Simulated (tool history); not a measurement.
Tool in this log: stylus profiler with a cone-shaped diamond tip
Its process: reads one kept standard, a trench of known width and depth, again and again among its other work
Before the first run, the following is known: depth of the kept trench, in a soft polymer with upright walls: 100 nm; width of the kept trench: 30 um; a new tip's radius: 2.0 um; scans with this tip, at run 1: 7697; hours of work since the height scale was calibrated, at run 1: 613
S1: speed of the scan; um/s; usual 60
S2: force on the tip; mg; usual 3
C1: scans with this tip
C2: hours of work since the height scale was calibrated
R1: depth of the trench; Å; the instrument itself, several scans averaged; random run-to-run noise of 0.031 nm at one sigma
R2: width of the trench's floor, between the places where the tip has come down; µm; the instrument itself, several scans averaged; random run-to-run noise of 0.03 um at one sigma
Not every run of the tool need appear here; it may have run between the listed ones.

run   hour   S1    S2     C1   C2      R1     R2
  1      0   60     3   7697  613  1016.4   28.2
  2     58  102     3   8160  650    1016  27.97
  3  112.2  102     3   8592  684  1015.9  27.96
  4  166.9  102     3   9028  719  1015.3  27.98
  5  193.3  102  5.52   9239  736  1024.8  28.09
  6  235.1  102  5.52   9572  762  1024.8   28.1
  7  288.9   53   2.1  10001  796    1012  28.15
  8  336.5   53   2.1  10381  827  1011.7  28.14
  9  377.7   53   2.1  10709  853  1011.9  28.07
     382.3  -- height scale calibrated on a step standard
 10  409.7  154  1.24  10960   17  1007.4  27.25
 11  455.8  154  1.24  11327   47    1007  27.22
 12  514.7   22  7.19  11797   84  1028.9  28.28

5 options for the next run, each taken on its own from the tool as it stands now. Forecast them:
  A  550.7   30  7.19  12084  107   ?   ?
  B  550.7   27  1.27  12084  107   ?   ?
  C  550.7   33  1.73  12084  107   ?   ?
  D  550.7   22  3.31  12084  107   ?   ?
  E  550.7  153  1.11  12084  107   ?   ?

run      R1     R2
  A  1029.6  28.28
  B  1006.9  28.18
  C  1009.1  28.17
  D  1016.1  28.25
  E  1006.1  27.15
Had the tool no hidden state, the same runs would have come out as:
run      R1     R2
  A  1032.6  28.65
  B  1009.8  28.56
  C  1012.1  28.54
  D  1019.1  28.62
  E    1009  27.52
